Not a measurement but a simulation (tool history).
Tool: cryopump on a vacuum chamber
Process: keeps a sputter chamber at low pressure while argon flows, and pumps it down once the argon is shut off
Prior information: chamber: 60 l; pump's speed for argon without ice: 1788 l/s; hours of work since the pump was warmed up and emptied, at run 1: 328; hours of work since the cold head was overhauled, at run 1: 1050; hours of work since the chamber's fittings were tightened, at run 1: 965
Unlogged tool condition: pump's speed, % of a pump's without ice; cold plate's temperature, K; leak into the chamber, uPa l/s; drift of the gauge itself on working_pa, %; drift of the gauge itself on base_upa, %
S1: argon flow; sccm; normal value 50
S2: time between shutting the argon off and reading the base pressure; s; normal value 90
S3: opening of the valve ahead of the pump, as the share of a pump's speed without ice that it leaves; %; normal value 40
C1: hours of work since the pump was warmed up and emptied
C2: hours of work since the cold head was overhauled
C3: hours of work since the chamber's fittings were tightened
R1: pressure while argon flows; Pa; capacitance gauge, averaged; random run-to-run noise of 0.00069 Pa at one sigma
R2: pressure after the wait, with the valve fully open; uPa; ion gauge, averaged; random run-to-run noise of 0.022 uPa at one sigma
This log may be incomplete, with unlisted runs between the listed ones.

{"run": 1, "day": 0.0, "S1": 50, "S2": 90, "S3": 40, "C1": 328, "C2": 1050, "C3": 965, "R1": 0.1237, "R2": 1.82}
{"run": 2, "day": 2.292, "S1": 50, "S2": 90, "S3": 40, "C1": 369, "C2": 1091, "C3": 1006, "R1": 0.1229, "R2": 1.82}
{"run": 3, "day": 5.975, "S1": 30, "S2": 90, "S3": 40, "C1": 435, "C2": 1157, "C3": 1072, "R1": 0.0752, "R2": 2}
{"run": 4, "day": 9.708, "S1": 30, "S2": 90, "S3": 40, "C1": 502, "C2": 1224, "C3": 1139, "R1": 0.0752, "R2": 2.14}
{"run": 5, "day": 12.496, "S1": 50, "S2": 70, "S3": 40, "C1": 552, "C2": 1274, "C3": 1189, "R1": 0.1262, "R2": 2.34}
{"run": 6, "day": 16.221, "S1": 50, "S2": 70, "S3": 40, "C1": 619, "C2": 1341, "C3": 1256, "R1": 0.1283, "R2": 2.5}
{"run": 7, "day": 17.95, "S1": 50, "S2": 70, "S3": 40, "C1": 650, "C2": 1372, "C3": 1287, "R1": 0.128, "R2": 2.49}
{"run": 8, "day": 19.796, "S1": 50, "S2": 70, "S3": 40, "C1": 683, "C2": 1405, "C3": 1320, "R1": 0.1291, "R2": 2.51}
{"day": 20.6, "done": "pump warmed up, emptied and cooled again"}
{"run": 9, "day": 22.483, "S1": 50, "S2": 70, "S3": 40, "C1": 34, "C2": 1450, "C3": 1365, "R1": 0.1196, "R2": 2.37}
{"day": 24.071, "done": "leaking fittings of the chamber tightened, without venting"}
{"run": 10, "day": 24.071, "S1": 50, "S2": 90, "S3": 40, "C1": 61, "C2": 1477, "C3": 0, "R1": 0.1199, "R2": 0.63}
{"run": 11, "day": 25.792, "S1": 50, "S2": 90, "S3": 40, "C1": 92, "C2": 1507, "C3": 31, "R1": 0.1187, "R2": 0.72}
{"run": 12, "day": 27.629, "S1": 50, "S2": 90, "S3": 40, "C1": 125, "C2": 1540, "C3": 64, "R1": 0.1214, "R2": 0.69}
{"run": 13, "day": 30.008, "S1": 58, "S2": 90, "S3": 55, "C1": 167, "C2": 1583, "C3": 107, "R1": 0.1024, "R2": 0.8}
{"run": 14, "day": 31.804, "S1": 91, "S2": 90, "S3": 30, "C1": 200, "C2": 1615, "C3": 139, "R1": 0.2928, "R2": 0.81}
{"run": 15, "day": 34.529, "S1": 91, "S2": 90, "S3": 30, "C1": 248, "C2": 1664, "C3": 188, "R1": 0.2955, "R2": 0.91}
{"run": 16, "day": 37.642, "S1": 91, "S2": 53, "S3": 17, "C1": 304, "C2": 1720, "C3": 243, "R1": 0.5159, "R2": 1.3}
{"run": 17, "day": 41.283, "S1": 50, "S2": 36, "S3": 40, "C1": 370, "C2": 1785, "C3": 309, "R1": 0.1244, "R2": 1.76}
{"run": 18, "day": 43.25, "S1": 50, "S2": 90, "S3": 22, "C1": 405, "C2": 1821, "C3": 344, "R1": 0.2212, "R2": 1.1}
{"run": 19, "day": 46.583, "S1": 50, "S2": 20, "S3": 53, "C1": 465, "C2": 1880, "C3": 404, "R1": 0.0957, "R2": 2.79}
{"run": 20, "day": 48.692, "S1": 50, "S2": 20, "S3": 53, "C1": 503, "C2": 1918, "C3": 442, "R1": 0.0975, "R2": 3}
{"run": 21, "day": 50.754, "S1": 50, "S2": 20, "S3": 37, "C1": 539, "C2": 1955, "C3": 479, "R1": 0.137, "R2": 2.97}
{"run": 22, "day": 53.7, "S1": 67, "S2": 120, "S3": 20, "C1": 592, "C2": 2008, "C3": 532, "R1": 0.3297, "R2": 1.32}
{"run": 23, "day": 55.629, "S1": 52, "S2": 82, "S3": 59, "C1": 627, "C2": 2043, "C3": 566, "R1": 0.0942, "R2": 1.52}
{"run": 24, "day": 58.567, "S1": 50, "S2": 222, "S3": 19, "C1": 680, "C2": 2095, "C3": 619, "R1": 0.2608, "R2": 1.29}

Here are 5 independent what-if runs from the current tool condition. What would each one return?
{"day": 59.629, "done": "pump warmed up, emptied and cooled again"}
{"run": "A", "day": 62.529, "S1": 31, "S2": 222, "S3": 19, "C1": 52, "C2": 2163, "C3": 686, "R1": "?", "R2": "?"}
{"day": 59.629, "done": "pump warmed up, emptied and cooled again"}
{"run": "B", "day": 62.529, "S1": 25, "S2": 61, "S3": 49, "C1": 52, "C2": 2163, "C3": 686, "R1": "?", "R2": "?"}
{"day": 59.629, "done": "pump warmed up, emptied and cooled again"}
{"run": "C", "day": 62.529, "S1": 51, "S2": 33, "S3": 17, "C1": 52, "C2": 2163, "C3": 686, "R1": "?", "R2": "?"}
{"day": 59.629, "done": "pump warmed up, emptied and cooled again"}
{"run": "D", "day": 62.529, "S1": 50, "S2": 90, "S3": 38, "C1": 52, "C2": 2163, "C3": 686, "R1": "?", "R2": "?"}
{"day": 59.629, "done": "pump warmed up, emptied and cooled again"}
{"run": "E", "day": 62.529, "S1": 32, "S2": 21, "S3": 55, "C1": 52, "C2": 2163, "C3": 686, "R1": "?", "R2": "?"}

run=A R1=0.1552 R2=1.22
run=B R1=0.0495 R2=1.69
run=C R1=0.2854 R2=2.29
run=D R1=0.1273 R2=1.51
run=E R1=0.0552 R2=2.94
Without the tool's unlogged condition, the same runs would have read:
run=A R1=0.154 R2=0.41
run=B R1=0.0485 R2=0.87
run=C R1=0.2835 R2=1.44
run=D R1=0.1254 R2=0.66
run=E R1=0.054 R2=2.13
